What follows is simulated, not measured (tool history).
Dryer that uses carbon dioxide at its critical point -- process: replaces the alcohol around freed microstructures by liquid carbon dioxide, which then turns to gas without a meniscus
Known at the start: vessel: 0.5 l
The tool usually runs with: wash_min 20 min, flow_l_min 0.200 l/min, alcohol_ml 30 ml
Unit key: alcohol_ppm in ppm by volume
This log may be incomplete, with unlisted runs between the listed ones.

| run | hour | wash_min | flow_l_min | alcohol_ml | alcohol_ppm |
|---|---|---|---|---|---|
| 1 | 0.0 | 20 | 0.200 | 30 | 527 |
| 2 | 37.8 | 20 | 0.200 | 30 | 549 |
| 3 | 72.8 | 20 | 0.200 | 30 | 546 |
| 4 | 109.3 | 20 | 0.200 | 30 | 563 |
| 5 | 150.9 | 20 | 0.200 | 37 | 715 |
| 6 | 186.1 | 20 | 0.200 | 37 | 726 |
| 7 | 226.3 | 20 | 0.200 | 37 | 732 |
| 8 | 247.5 | 13 | 0.299 | 30 | 720 |
| 9 | 295.2 | 20 | 0.310 | 59 | 289 |
| 10 | 334.9 | 20 | 0.310 | 59 | 310 |
| 11 | 355.7 | 20 | 0.132 | 26 | 2296 |
|  | 365.7 | inlet filter changed |
| 12 | 390.0 | 25 | 0.132 | 25 | 689 |
| 13 | 415.7 | 13 | 0.200 | 30 | 1679 |

3 ways to go on from here, each from the tool as it stands after run 13. What would each give?
| A | 457.9 | 12 | 0.200 | 30 | ? |
| B | 457.9 | 20 | 0.145 | 21 | ? |
| C | 457.9 | 12 | 0.241 | 47 | ? |

| run | alcohol_ppm |
|---|---|
| A | 2227 |
| B | 925 |
| C | 1732 |
What these runs would have given with no unlogged condition in the tool:
| run | alcohol_ppm |
|---|---|
| A | 1879 |
| B | 637 |
| C | 1400 |
